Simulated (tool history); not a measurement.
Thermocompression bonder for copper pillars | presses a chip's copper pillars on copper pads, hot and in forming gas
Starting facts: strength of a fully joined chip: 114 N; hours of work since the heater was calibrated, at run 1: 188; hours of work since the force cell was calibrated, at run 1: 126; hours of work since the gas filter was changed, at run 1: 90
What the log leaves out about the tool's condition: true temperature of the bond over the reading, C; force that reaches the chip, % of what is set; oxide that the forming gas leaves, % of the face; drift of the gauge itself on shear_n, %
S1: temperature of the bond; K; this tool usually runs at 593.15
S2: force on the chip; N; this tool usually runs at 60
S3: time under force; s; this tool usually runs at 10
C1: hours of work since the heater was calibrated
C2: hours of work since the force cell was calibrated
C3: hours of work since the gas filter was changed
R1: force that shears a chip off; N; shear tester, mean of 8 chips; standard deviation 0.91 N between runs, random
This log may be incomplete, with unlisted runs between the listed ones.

| run | hour | S1 | S2 | S3 | C1 | C2 | C3 | R1 |
|---|---|---|---|---|---|---|---|---|
| 1 | 0.0 | 593.15 | 60 | 10 | 188 | 126 | 90 | 76.7 |
| 2 | 8.9 | 593.15 | 60 | 10 | 194 | 132 | 97 | 76.8 |
| 3 | 17.7 | 593.15 | 60 | 10 | 200 | 138 | 103 | 75.5 |
| 4 | 28.4 | 593.15 | 59 | 10 | 207 | 146 | 110 | 74.6 |
|  | 38.0 | forming gas filter changed |
| 5 | 39.2 | 593.15 | 59 | 10 | 215 | 153 | 1 | 75.9 |
| 6 | 48.1 | 593.15 | 60 | 7 | 221 | 159 | 7 | 68.3 |
| 7 | 54.9 | 593.15 | 39 | 10 | 225 | 164 | 12 | 63.8 |
| 8 | 61.7 | 593.15 | 60 | 10 | 230 | 168 | 16 | 75.8 |
| 9 | 71.3 | 568.15 | 60 | 10 | 237 | 175 | 23 | 59.0 |
| 10 | 80.8 | 568.15 | 67 | 8 | 243 | 182 | 30 | 57.3 |
| 11 | 90.1 | 568.15 | 67 | 8 | 250 | 188 | 36 | 58.4 |
| 12 | 98.6 | 583.15 | 73 | 12 | 256 | 194 | 42 | 79.6 |
| 13 | 106.2 | 583.15 | 73 | 12 | 261 | 199 | 47 | 80.9 |
| 14 | 113.9 | 621.15 | 65 | 18 | 266 | 205 | 53 | 103.2 |
| 15 | 119.7 | 593.15 | 51 | 5 | 270 | 209 | 57 | 57.6 |

Below are 3 alternative next runs, each starting from the tool's condition after run 15. Predict each:
| A | 131.3 | 581.15 | 38 | 5 | 278 | 217 | 65 | ? |
| B | 131.3 | 575.15 | 37 | 10 | 278 | 217 | 65 | ? |
| C | 131.3 | 604.15 | 60 | 10 | 278 | 217 | 65 | ? |

| run | R1 |
|---|---|
| A | 43.0 |
| B | 50.7 |
| C | 80.9 |
Take away the tool's hidden state, keep each run's random variation, and the runs would have read:
| run | R1 |
|---|---|
| A | 43.1 |
| B | 50.8 |
| C | 81.0 |
